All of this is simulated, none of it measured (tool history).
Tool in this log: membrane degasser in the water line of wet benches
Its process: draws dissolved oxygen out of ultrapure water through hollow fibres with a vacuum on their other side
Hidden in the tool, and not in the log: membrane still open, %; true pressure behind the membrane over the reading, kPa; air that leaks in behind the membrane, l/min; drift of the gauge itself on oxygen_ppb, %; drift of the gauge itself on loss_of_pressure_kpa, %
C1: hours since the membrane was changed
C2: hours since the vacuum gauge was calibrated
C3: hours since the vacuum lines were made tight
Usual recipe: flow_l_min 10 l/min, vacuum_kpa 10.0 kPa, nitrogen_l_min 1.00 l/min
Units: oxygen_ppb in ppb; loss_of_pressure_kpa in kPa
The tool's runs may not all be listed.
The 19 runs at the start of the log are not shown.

Run 20, day 94.821: usual settings but flow_l_min 9 l/min, vacuum_kpa 19.1 kPa; C1 4716; C2 3768; C3 2306. Result: oxygen_ppb 343.3 ppb, loss_of_pressure_kpa 23.77 kPa.
Run 21, day 97.954: usual settings but flow_l_min 9 l/min, vacuum_kpa 19.1 kPa; C1 4791; C2 3844; C3 2381. Result: oxygen_ppb 343.5 ppb, loss_of_pressure_kpa 23.91 kPa.
Run 22, day 103.129: usual settings but flow_l_min 7 l/min, vacuum_kpa 24.6 kPa, nitrogen_l_min 0.67 l/min; C1 4915; C2 3968; C3 2506. Result: oxygen_ppb 523.9 ppb, loss_of_pressure_kpa 18.89 kPa.
Run 23, day 109.112: usual settings but nitrogen_l_min 0.83 l/min; C1 5059; C2 4112; C3 2649. Result: oxygen_ppb 198.5 ppb, loss_of_pressure_kpa 26.58 kPa.
Run 24, day 114.654: usual settings but flow_l_min 16 l/min, nitrogen_l_min 1.76 l/min; C1 5192; C2 4244; C3 2782. Result: oxygen_ppb 177.5 ppb, loss_of_pressure_kpa 42.72 kPa.
Run 25, day 118.404: usual settings but flow_l_min 16 l/min, nitrogen_l_min 1.76 l/min; C1 5282; C2 4335; C3 2872. Result: oxygen_ppb 177.9 ppb, loss_of_pressure_kpa 42.61 kPa.
At day 121.254: vacuum gauge calibrated.
Run 26, day 122.358: usual settings but flow_l_min 16 l/min, nitrogen_l_min 1.76 l/min; C1 5376; C2 26; C3 2967. Result: oxygen_ppb 176.2 ppb, loss_of_pressure_kpa 42.73 kPa.
Run 27, day 128.167: usual settings but flow_l_min 16 l/min, nitrogen_l_min 1.50 l/min; C1 5516; C2 166; C3 3106. Result: oxygen_ppb 199.9 ppb, loss_of_pressure_kpa 42.97 kPa.
Run 28, day 134.121: usual settings but flow_l_min 7 l/min; C1 5658; C2 309; C3 3249. Result: oxygen_ppb 121.4 ppb, loss_of_pressure_kpa 18.93 kPa.
Run 29, day 137.512: usual settings but flow_l_min 15 l/min; C1 5740; C2 390; C3 3330. Result: oxygen_ppb 256.8 ppb, loss_of_pressure_kpa 40.18 kPa.
Run 30, day 142.608: usual settings but flow_l_min 8 l/min; C1 5862; C2 512; C3 3453. Result: oxygen_ppb 136.9 ppb, loss_of_pressure_kpa 21.32 kPa.
At day 143.279: seals of the vacuum lines changed.
Run 31, day 148.625: usual settings but flow_l_min 8 l/min, vacuum_kpa 10.6 kPa; C1 6005; C2 655; C3 128. Result: oxygen_ppb 141.3 ppb, loss_of_pressure_kpa 21.69 kPa.
Run 32, day 154.188: usual settings but flow_l_min 8 l/min, vacuum_kpa 11.7 kPa, nitrogen_l_min 1.56 l/min; C1 6138; C2 788; C3 262. Result: oxygen_ppb 106.4 ppb, loss_of_pressure_kpa 21.52 kPa.
Run 33, day 158.538: usual settings but flow_l_min 8 l/min, vacuum_kpa 8.9 kPa, nitrogen_l_min 1.07 l/min; C1 6242; C2 893; C3 366. Result: oxygen_ppb 104.1 ppb, loss_of_pressure_kpa 21.61 kPa.

What if the next run were any one of these 3? Each begins from the tool's condition after run 33:
Run A, day 161.679: usual settings but nitrogen_l_min 1.70 l/min; C1 6318; C2 968; C3 442. Result: oxygen_ppb ?, loss_of_pressure_kpa ?.
Run B, day 161.679: usual settings but flow_l_min 11 l/min; C1 6318; C2 968; C3 442. Result: oxygen_ppb ?, loss_of_pressure_kpa ?.
Run C, day 161.679: usual settings but flow_l_min 7 l/min, vacuum_kpa 15.7 kPa, nitrogen_l_min 0.65 l/min; C1 6318; C2 968; C3 442. Result: oxygen_ppb ?, loss_of_pressure_kpa ?.

run  oxygen_ppb  loss_of_pressure_kpa
  A       100.2                 27.09
  B       178.9                 29.58
  C       311.4                 18.79
The same runs, with their run-to-run variation unchanged, on a tool lacking any hidden condition would have given:
run  oxygen_ppb  loss_of_pressure_kpa
  A        98.1                 25.39
  B       175.5                 27.70
  C       308.8                 17.59
